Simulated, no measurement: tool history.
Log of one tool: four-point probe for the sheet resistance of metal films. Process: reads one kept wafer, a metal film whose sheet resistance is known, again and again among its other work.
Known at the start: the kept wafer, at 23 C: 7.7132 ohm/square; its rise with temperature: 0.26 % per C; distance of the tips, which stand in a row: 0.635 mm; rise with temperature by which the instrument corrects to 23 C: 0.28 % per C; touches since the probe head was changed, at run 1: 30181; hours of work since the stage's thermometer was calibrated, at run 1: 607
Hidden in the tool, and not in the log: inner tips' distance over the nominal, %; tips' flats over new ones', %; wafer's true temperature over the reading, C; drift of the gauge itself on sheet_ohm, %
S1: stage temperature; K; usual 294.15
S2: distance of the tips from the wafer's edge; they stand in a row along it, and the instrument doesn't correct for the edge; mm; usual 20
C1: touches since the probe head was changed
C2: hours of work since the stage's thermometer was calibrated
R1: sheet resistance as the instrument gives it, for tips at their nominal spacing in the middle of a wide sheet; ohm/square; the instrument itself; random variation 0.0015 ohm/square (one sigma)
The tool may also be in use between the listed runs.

run,day,S1,S2,C1,C2,R1
1,0.000,294.15,20,30181,607,7.733915
2,1.608,294.15,20,32176,631,7.734066
3,3.417,294.15,49,34421,657,7.730935
4,4.479,294.15,49,35737,673,7.733422
5,5.625,294.15,20,37159,690,7.737460
6,6.771,294.15,20,38582,707,7.737874
7,8.154,303.15,20,40298,727,7.726666
8,9.833,303.15,20,42383,752,7.730262
9,10.996,294.15,21,43827,769,7.741153
10,12.796,294.15,21,46057,796,7.741666
11,14.071,294.15,20,47641,814,7.739854
12,15.517,294.15,20,49432,836,7.746288
13,16.796,294.15,20,51021,855,7.744640
14,17.979,294.15,20,52490,872,7.744328
15,18.838,294.15,20,53556,885,7.746989
16,20.562,299.15,20,55697,910,7.742765
17,21.429,299.15,20,56771,923,7.743190
18,22.275,299.15,20,57820,935,7.741435
19,23.592,299.15,20,59453,955,7.744392
20,25.679,299.15,20,62044,986,7.748469
21,27.238,299.15,8,63979,1009,7.770164
22,29.288,299.15,8,66524,1039,7.770722
23,30.550,299.15,8,68086,1057,7.772643
24,32.579,299.15,3,70605,1087,7.930889
25,33.721,297.15,28,72021,1104,7.753568
26,34.717,297.15,28,73260,1119,7.754264
27,35.600,302.15,23,74353,1132,7.749594
28,37.075,299.15,4,76184,1154,7.858008
29,38.983,300.15,20,78551,1182,7.755403
30,40.083,300.15,20,79918,1198,7.754662
31,41.979,300.15,20,82270,1226,7.756722
32,43.588,303.15,29,84264,1250,7.753289
33,44.825,297.15,6,85802,1268,7.806454
34,45.712,305.15,48,86904,1281,7.752458
35,47.562,305.15,48,89197,1308,7.752259
36,48.679,306.15,23,90582,1325,7.755310
37,49.567,301.15,49,91686,1338,7.759102
38,50.842,301.15,49,93268,1357,7.761796
39,52.271,293.15,7,95038,1378,7.802163
40,53.938,306.15,3,97111,1402,7.938050
41,55.804,306.15,3,99424,1430,7.936985
42,57.467,293.15,42,101488,1454,7.776117
# day 58.083: new probe head fitted
43,59.083,292.15,6,1243,1478,7.760875
44,60.358,292.15,6,2823,1496,7.759049
45,62.183,292.15,6,5091,1523,7.759483

How the hidden state differs across the entries between the runs, from the last listed run before each to the first after it:
Between runs 42 and 43: new probe head fitted (day 58.083)
  inner tips' distance over the nominal, %: 0.766 -> 0.025; tips' flats over new ones', %: 121 -> 2
  measured less the result without the state, R1: +0.056429 -> -0.005696 ohm/square

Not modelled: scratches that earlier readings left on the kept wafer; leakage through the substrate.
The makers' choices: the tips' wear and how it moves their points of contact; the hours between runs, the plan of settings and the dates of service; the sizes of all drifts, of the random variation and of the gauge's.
